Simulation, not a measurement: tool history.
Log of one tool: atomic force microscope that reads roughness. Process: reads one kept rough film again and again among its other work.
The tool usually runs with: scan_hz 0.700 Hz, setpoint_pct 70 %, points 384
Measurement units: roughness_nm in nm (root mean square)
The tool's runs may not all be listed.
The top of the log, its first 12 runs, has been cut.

run,hour,scan_hz,setpoint_pct,points,roughness_nm
# hour 629.5: new tip fitted
13,658.5,1.175,70,384,3.992
# hour 684.7: new tip fitted
14,735.3,0.700,70,384,3.933
# hour 740.9: new tip fitted
15,787.9,0.700,70,384,3.929
# hour 793.1: new tip fitted
# hour 847.6: new tip fitted
16,866.3,0.790,70,384,4.085
# hour 903.3: new tip fitted
17,903.3,0.700,70,384,4.178
# hour 960.3: new tip fitted
18,961.9,0.700,70,384,4.160
# hour 1012.9: new tip fitted
19,1026.6,0.700,70,384,4.108
# hour 1070.5: new tip fitted
20,1107.9,0.700,69,384,3.992
# hour 1123.5: new tip fitted
21,1145.9,0.569,70,384,4.065
# hour 1180.2: new tip fitted
22,1226.9,0.700,70,384,3.947
# hour 1236.5: new tip fitted
23,1271.8,1.794,70,384,3.887
# hour 1292.4: new tip fitted
24,1311.9,0.681,69,613,4.118
# hour 1345.7: new tip fitted
25,1357.1,0.681,69,613,4.121
# hour 1399.8: new tip fitted
26,1439.8,0.681,69,613,3.965
# hour 1455.5: new tip fitted
27,1500.5,0.700,70,683,3.960
# hour 1514.4: new tip fitted
28,1557.6,2.304,80,285,3.601
# hour 1567.1: new tip fitted
29,1617.2,0.700,70,858,3.954
# hour 1621.3: new tip fitted
30,1660.3,2.008,87,474,3.504
# hour 1676.0: new tip fitted
# hour 1732.6: new tip fitted
31,1739.2,2.008,87,474,3.655
# hour 1788.9: new tip fitted
32,1808.0,2.008,87,474,3.617
# hour 1847.4: new tip fitted
33,1849.9,0.645,73,262,4.120

Run 34 comes next. What will it give?
34,1896.4,0.645,73,262,?

Run 34 produced roughness_nm 3.900 nm (root mean square).
On a tool with no hidden condition, and with the same random variation, this run would have come out at roughness_nm 4.214 nm (root mean square).
